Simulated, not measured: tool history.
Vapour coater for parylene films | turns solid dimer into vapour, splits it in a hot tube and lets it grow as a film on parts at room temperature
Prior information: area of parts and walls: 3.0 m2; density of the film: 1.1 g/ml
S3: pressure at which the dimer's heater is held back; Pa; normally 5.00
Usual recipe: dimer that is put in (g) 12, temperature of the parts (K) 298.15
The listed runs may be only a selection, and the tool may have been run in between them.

Run 1, hour 0.0: usual settings. Result: thickness of the film (nm) 2760.
Run 2, hour 14.9: usual settings but temperature of the parts (K) 302.15. Result: thickness of the film (nm) 2390.
Run 3, hour 31.4: usual settings but dimer that is put in (g) 21. Result: thickness of the film (nm) 4850.
Run 4, hour 54.1: usual settings but dimer that is put in (g) 21. Result: thickness of the film (nm) 4760.
Run 5, hour 72.9: usual settings but dimer that is put in (g) 21. Result: thickness of the film (nm) 4830.
Run 6, hour 96.4: usual settings but dimer that is put in (g) 21. Result: thickness of the film (nm) 4790.
Run 7, hour 115.8: usual settings but dimer that is put in (g) 21, S3 3.41 Pa. Result: thickness of the film (nm) 5250.
Run 8, hour 138.8: usual settings but dimer that is put in (g) 21, S3 3.41 Pa. Result: thickness of the film (nm) 5250.
Run 9, hour 165.4: usual settings but dimer that is put in (g) 21, S3 5.93 Pa. Result: thickness of the film (nm) 4610.
Run 10, hour 179.3: usual settings but dimer that is put in (g) 15, temperature of the parts (K) 299.15. Result: thickness of the film (nm) 3310.
Run 11, hour 207.0: usual settings but dimer that is put in (g) 7, temperature of the parts (K) 293.15, S3 2.25 Pa. Result: thickness of the film (nm) 2080.
Run 12, hour 230.7: usual settings but dimer that is put in (g) 7, temperature of the parts (K) 293.15, S3 2.25 Pa. Result: thickness of the film (nm) 2090.
Run 13, hour 250.1: usual settings but dimer that is put in (g) 7, temperature of the parts (K) 293.15, S3 2.25 Pa. Result: thickness of the film (nm) 2080.
Run 14, hour 275.3: usual settings but dimer that is put in (g) 7, temperature of the parts (K) 293.15, S3 2.25 Pa. Result: thickness of the film (nm) 2070.
Run 15, hour 299.6: usual settings but dimer that is put in (g) 7, temperature of the parts (K) 303.15. Result: thickness of the film (nm) 1350.

Put back what was entered between runs (1 entry, withheld): which listed runs does each sit between, and how does the hidden state differ from the listed run before to the listed run after?
After run 7, before run 8: trap's valve overhauled (hour 127.7)
  vapour lost through the trap's worn valve, %: 0.4 -> 0

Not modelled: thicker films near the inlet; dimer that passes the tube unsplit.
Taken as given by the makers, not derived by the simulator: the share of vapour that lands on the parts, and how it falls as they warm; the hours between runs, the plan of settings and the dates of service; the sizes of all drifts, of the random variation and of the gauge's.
